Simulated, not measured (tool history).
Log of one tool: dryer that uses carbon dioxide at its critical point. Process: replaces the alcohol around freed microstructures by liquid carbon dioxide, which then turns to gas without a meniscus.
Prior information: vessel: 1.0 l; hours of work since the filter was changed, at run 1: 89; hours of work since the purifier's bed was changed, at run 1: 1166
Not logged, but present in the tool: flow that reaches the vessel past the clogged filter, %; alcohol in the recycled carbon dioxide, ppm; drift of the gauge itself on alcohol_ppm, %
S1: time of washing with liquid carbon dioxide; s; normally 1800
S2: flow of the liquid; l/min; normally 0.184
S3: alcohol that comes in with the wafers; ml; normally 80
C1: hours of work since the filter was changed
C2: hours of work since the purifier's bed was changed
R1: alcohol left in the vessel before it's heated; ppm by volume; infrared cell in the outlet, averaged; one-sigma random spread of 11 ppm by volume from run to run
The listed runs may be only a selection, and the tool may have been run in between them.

run	hour	S1	S2	S3	C1	C2	R1
1	0.0	1800	0.184	80	89	1166	947
2	44.1	1800	0.184	80	120	1196	1017
# hour 64.6: purifier's bed changed
3	69.7	1800	0.184	80	135	3	823
4	92.3	1800	0.184	80	151	19	842
5	113.5	1800	0.184	80	165	34	835
6	157.3	1800	0.237	80	195	64	252
7	193.6	1800	0.184	80	220	88	886
8	214.8	1260	0.184	80	234	103	3489
9	258.5	1260	0.184	80	264	133	3540
10	286.4	1260	0.184	80	284	152	3669
11	308.2	1260	0.184	80	298	167	3698
12	337.7	1800	0.184	80	319	187	1055
13	378.3	1800	0.184	80	347	215	1034
14	424.2	1800	0.221	21	378	246	164
15	444.4	1380	0.142	21	392	260	1756
16	471.8	1380	0.142	21	411	279	1747
# hour 510.2: inlet filter changed
17	512.0	1380	0.142	21	1	306	1333
18	538.8	1380	0.184	51	20	324	1401
19	564.7	1140	0.196	51	37	342	2183
20	609.1	1260	0.289	80	68	372	515
21	654.9	1260	0.289	80	99	404	532
22	675.4	1200	0.192	75	113	418	3113
23	697.5	1800	0.223	116	128	433	496
24	740.5	1800	0.223	107	158	462	486
25	768.7	1200	0.197	107	177	482	4241

5 ways to go on from here, each from the tool as it stands after run 25. What would each give?
A	795.3	1200	0.191	33	195	500	?
B	795.3	1200	0.153	107	195	500	?
C	795.3	1800	0.184	86	195	500	?
D	795.3	1200	0.172	31	195	500	?
E	795.3	1800	0.184	64	195	500	?

run	R1
A	1495
B	8844
C	988
D	1947
E	765
What these runs would have given with no unlogged condition in the tool:
run	R1
A	1218
B	7769
C	729
D	1628
E	549

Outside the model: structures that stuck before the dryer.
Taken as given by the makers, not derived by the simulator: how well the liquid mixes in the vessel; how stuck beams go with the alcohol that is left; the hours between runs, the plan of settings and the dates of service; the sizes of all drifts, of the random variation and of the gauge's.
